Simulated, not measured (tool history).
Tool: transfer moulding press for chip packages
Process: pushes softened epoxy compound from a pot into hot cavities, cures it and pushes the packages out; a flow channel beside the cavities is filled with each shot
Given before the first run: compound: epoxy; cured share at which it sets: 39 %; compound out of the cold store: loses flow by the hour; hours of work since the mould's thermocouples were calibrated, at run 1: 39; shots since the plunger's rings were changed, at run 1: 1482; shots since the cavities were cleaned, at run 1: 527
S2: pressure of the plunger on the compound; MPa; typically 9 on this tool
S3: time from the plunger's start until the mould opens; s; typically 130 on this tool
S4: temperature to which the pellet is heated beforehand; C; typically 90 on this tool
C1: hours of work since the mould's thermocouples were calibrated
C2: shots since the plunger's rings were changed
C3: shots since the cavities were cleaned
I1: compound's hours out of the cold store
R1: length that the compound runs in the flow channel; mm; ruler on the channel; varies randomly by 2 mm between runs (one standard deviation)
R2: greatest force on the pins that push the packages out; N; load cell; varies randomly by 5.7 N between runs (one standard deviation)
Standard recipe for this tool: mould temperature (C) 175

Run 1, hour 0: usual settings; C1 39; C2 1482; C3 527; I1 33.4. Result: R1 540 mm, R2 284 N.
At hour 29.2: cavities cleaned with cleaning compound and waxed.
Run 2, hour 66.4: usual settings but S4 94 C; C1 81; C2 2043; C3 321; I1 10. Result: R1 589 mm, R2 289 N.
At hour 123.4: cavities cleaned with cleaning compound and waxed.
Run 3, hour 123.4: usual settings but S4 94 C; C1 117; C2 2522; C3 0; I1 14.7. Result: R1 574 mm, R2 224 N.
Run 4, hour 156.9: usual settings but mould temperature (C) 177, S4 94 C; C1 138; C2 2811; C3 289; I1 23.4. Result: R1 549 mm, R2 266 N.
At hour 200.1: plunger's sealing rings changed.
Run 5, hour 203.6: usual settings but S3 157 s; C1 167; C2 31; C3 671; I1 12.2. Result: R1 597 mm, R2 285 N.
At hour 217.4: cavities cleaned with cleaning compound and waxed.
Run 6, hour 254: usual settings; C1 198; C2 452; C3 316; I1 42.6. Result: R1 531 mm, R2 275 N.
At hour 310.5: cavities cleaned with cleaning compound and waxed.
Run 7, hour 316.6: usual settings; C1 237; C2 980; C3 53; I1 35.3. Result: R1 544 mm, R2 222 N.
Run 8, hour 387.9: usual settings; C1 283; C2 1595; C3 668; I1 47.8. Result: R1 518 mm, R2 311 N.
At hour 403.1: cavities cleaned with cleaning compound and waxed.
Run 9, hour 444.5: usual settings; C1 318; C2 2070; C3 357; I1 34.5. Result: R1 540 mm, R2 291 N.
At hour 496.2: cavities cleaned with cleaning compound and waxed.
Run 10, hour 504.3: usual settings but mould temperature (C) 178; C1 356; C2 2573; C3 69; I1 32.1. Result: R1 533 mm, R2 218 N.
Run 11, hour 541.7: usual settings but S3 152 s; C1 380; C2 2897; C3 393; I1 15.4. Result: R1 572 mm, R2 274 N.
At hour 575.5: plunger's sealing rings changed.
At hour 593.4: cavities cleaned with cleaning compound and waxed.
Run 12, hour 615: usual settings but S3 152 s; C1 424; C2 327; C3 186; I1 15.1. Result: R1 591 mm, R2 228 N.
At hour 685.4: cavities cleaned with cleaning compound and waxed.
Run 13, hour 685.4: usual settings but S2 8.35 MPa, S3 152 s; C1 469; C2 922; C3 0; I1 23.1. Result: R1 553 mm, R2 198 N.
Run 14, hour 728.2: usual settings but S2 8.35 MPa, S3 152 s; C1 496; C2 1291; C3 369; I1 19.3. Result: R1 554 mm, R2 266 N.
Run 15, hour 762.1: usual settings but S2 8.35 MPa, S3 152 s; C1 518; C2 1584; C3 662; I1 39.1. Result: R1 512 mm, R2 284 N.
At hour 777.1: cavities cleaned with cleaning compound and waxed.
Run 16, hour 830.8: usual settings but mould temperature (C) 179, S3 138 s, S4 81 C; C1 561; C2 2165; C3 464; I1 42.9. Result: R1 514 mm, R2 271 N.
At hour 869.6: cavities cleaned with cleaning compound and waxed.
Run 17, hour 896.3: usual settings but mould temperature (C) 167, S2 8.11 MPa, S3 122 s, S4 86 C; C1 602; C2 2716; C3 230; I1 12.3. Result: R1 576 mm, R2 554 N.
Run 18, hour 935.4: usual settings but mould temperature (C) 178, S2 10.11 MPa, S3 128 s, S4 86 C; C1 627; C2 3054; C3 568; I1 12.9. Result: R1 600 mm, R2 294 N.
At hour 950.9: plunger's sealing rings changed.
At hour 966.1: cavities cleaned with cleaning compound and waxed.
Run 19, hour 1012.5: usual settings but mould temperature (C) 178, S2 10.11 MPa, S3 128 s, S4 86 C; C1 674; C2 519; C3 400; I1 21.4. Result: R1 605 mm, R2 274 N.
At hour 1057.3: cavities cleaned with cleaning compound and waxed.
Run 20, hour 1086.4: usual settings but mould temperature (C) 176, S2 10.11 MPa, S3 128 s, S4 86 C; C1 721; C2 1144; C3 252; I1 44.7. Result: R1 559 mm, R2 267 N.
Run 21, hour 1118.9: usual settings but mould temperature (C) 176, S2 10.11 MPa, S3 128 s, S4 86 C; C1 742; C2 1425; C3 533; I1 17.6. Result: R1 608 mm, R2 316 N.
At hour 1136.6: mould's thermocouples calibrated.
At hour 1153.9: cavities cleaned with cleaning compound and waxed.
Run 22, hour 1159.9: usual settings but mould temperature (C) 179, S3 165 s; C1 14; C2 1748; C3 51; I1 21. Result: R1 554 mm, R2 193 N.
Run 23, hour 1219.4: usual settings but S2 7.47 MPa, S4 94 C; C1 52; C2 2261; C3 564; I1 44.9. Result: R1 468 mm, R2 306 N.
At hour 1245.4: cavities cleaned with cleaning compound and waxed.
Run 24, hour 1286.8: usual settings but mould temperature (C) 178, S4 83 C; C1 95; C2 2830; C3 357; I1 20.9. Result: R1 549 mm, R2 254 N.
At hour 1323.8: plunger's sealing rings changed.
Run 25, hour 1332.9: usual settings but S2 7.61 MPa, S4 97 C; C1 123; C2 79; C3 734; I1 36.1. Result: R1 503 mm, R2 309 N.
At hour 1340: cavities cleaned with cleaning compound and waxed.
Run 26, hour 1391.8: usual settings but mould temperature (C) 181, S2 10.25 MPa, S3 128 s, S4 89 C; C1 159; C2 574; C3 447; I1 44.3. Result: R1 550 mm, R2 254 N.

4 options for the next run, each taken on its own from the tool as it stands now. Forecast them:
At hour 1431: cavities cleaned with cleaning compound and waxed.
Run A, hour 1446.8: usual settings but mould temperature (C) 181, S3 145 s, S4 99 C; C1 194; C2 1035; C3 136; I1 30.2. Result: R1 ?, R2 ?.
At hour 1431: cavities cleaned with cleaning compound and waxed.
Run B, hour 1446.8: usual settings but mould temperature (C) 181, S2 8.02 MPa, S3 158 s, S4 93 C; C1 194; C2 1035; C3 136; I1 28.7. Result: R1 ?, R2 ?.
At hour 1431: cavities cleaned with cleaning compound and waxed.
Run C, hour 1446.8: usual settings but S2 9.1 MPa, S3 127 s; C1 194; C2 1035; C3 136; I1 32.4. Result: R1 ?, R2 ?.
At hour 1431: cavities cleaned with cleaning compound and waxed.
Run D, hour 1446.8: usual settings but mould temperature (C) 182, S2 10.7 MPa; C1 194; C2 1035; C3 136; I1 20.2. Result: R1 ?, R2 ?.

run   R1   R2
  A  538  216
  B  510  211
  C  553  248
  D  604  232
What these runs would have given with no unlogged condition in the tool:
run   R1   R2
  A  544  182
  B  515  177
  C  558  201
  D  609  194
